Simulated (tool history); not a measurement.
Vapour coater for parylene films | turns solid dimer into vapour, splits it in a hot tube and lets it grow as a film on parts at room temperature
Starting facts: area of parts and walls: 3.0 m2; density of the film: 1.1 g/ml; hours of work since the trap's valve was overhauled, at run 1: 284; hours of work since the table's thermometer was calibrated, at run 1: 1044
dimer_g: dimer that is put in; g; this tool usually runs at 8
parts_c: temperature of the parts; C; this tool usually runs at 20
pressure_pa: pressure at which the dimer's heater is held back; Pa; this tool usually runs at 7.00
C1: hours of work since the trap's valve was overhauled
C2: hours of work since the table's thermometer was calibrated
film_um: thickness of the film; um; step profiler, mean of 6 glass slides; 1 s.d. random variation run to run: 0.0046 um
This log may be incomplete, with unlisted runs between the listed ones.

run 1 hour=0.0 | dimer_g=8 parts_c=20 pressure_pa=7.00 | C1=284 C2=1044 | film_um=1.296
run 2 hour=56.5 | dimer_g=8 parts_c=20 pressure_pa=7.00 | C1=326 C2=1086 | film_um=1.280
run 3 hour=104.9 | dimer_g=8 parts_c=20 pressure_pa=7.00 | C1=362 C2=1122 | film_um=1.278
-- hour=134.4 trap's valve overhauled
run 4 hour=134.4 | dimer_g=8 parts_c=20 pressure_pa=7.00 | C1=0 C2=1141 | film_um=1.253
run 5 hour=182.1 | dimer_g=5 parts_c=20 pressure_pa=7.00 | C1=36 C2=1177 | film_um=0.776
run 6 hour=230.9 | dimer_g=8 parts_c=20 pressure_pa=7.00 | C1=72 C2=1213 | film_um=1.245
run 7 hour=263.1 | dimer_g=8 parts_c=20 pressure_pa=4.46 | C1=96 C2=1237 | film_um=1.310
-- hour=291.5 trap's valve overhauled, once more
run 8 hour=299.4 | dimer_g=8 parts_c=20 pressure_pa=4.46 | C1=6 C2=1261 | film_um=1.429
run 9 hour=336.6 | dimer_g=8 parts_c=31 pressure_pa=4.79 | C1=34 C2=1289 | film_um=0.931
run 10 hour=365.5 | dimer_g=4 parts_c=24 pressure_pa=4.05 | C1=55 C2=1310 | film_um=0.617
run 11 hour=414.7 | dimer_g=8 parts_c=27 pressure_pa=4.29 | C1=92 C2=1347 | film_um=1.079

Measured result minus the same run's result without the hidden state. Both carry the same run-to-run variation, though not necessarily the same gauge scatter:
Hidden state present: vapour lost through the trap's worn valve, %; true temperature of the parts over the reading, C; drift of the gauge itself on film_um, %.
run=1 film_um=-0.022
run=2 film_um=-0.029
run=3 film_um=-0.034
run=4 film_um=-0.056
run=5 film_um=-0.038
run=6 film_um=-0.066
run=7 film_um=-0.073
run=8 film_um=+0.041
run=9 film_um=+0.024
run=10 film_um=+0.015
run=11 film_um=+0.022

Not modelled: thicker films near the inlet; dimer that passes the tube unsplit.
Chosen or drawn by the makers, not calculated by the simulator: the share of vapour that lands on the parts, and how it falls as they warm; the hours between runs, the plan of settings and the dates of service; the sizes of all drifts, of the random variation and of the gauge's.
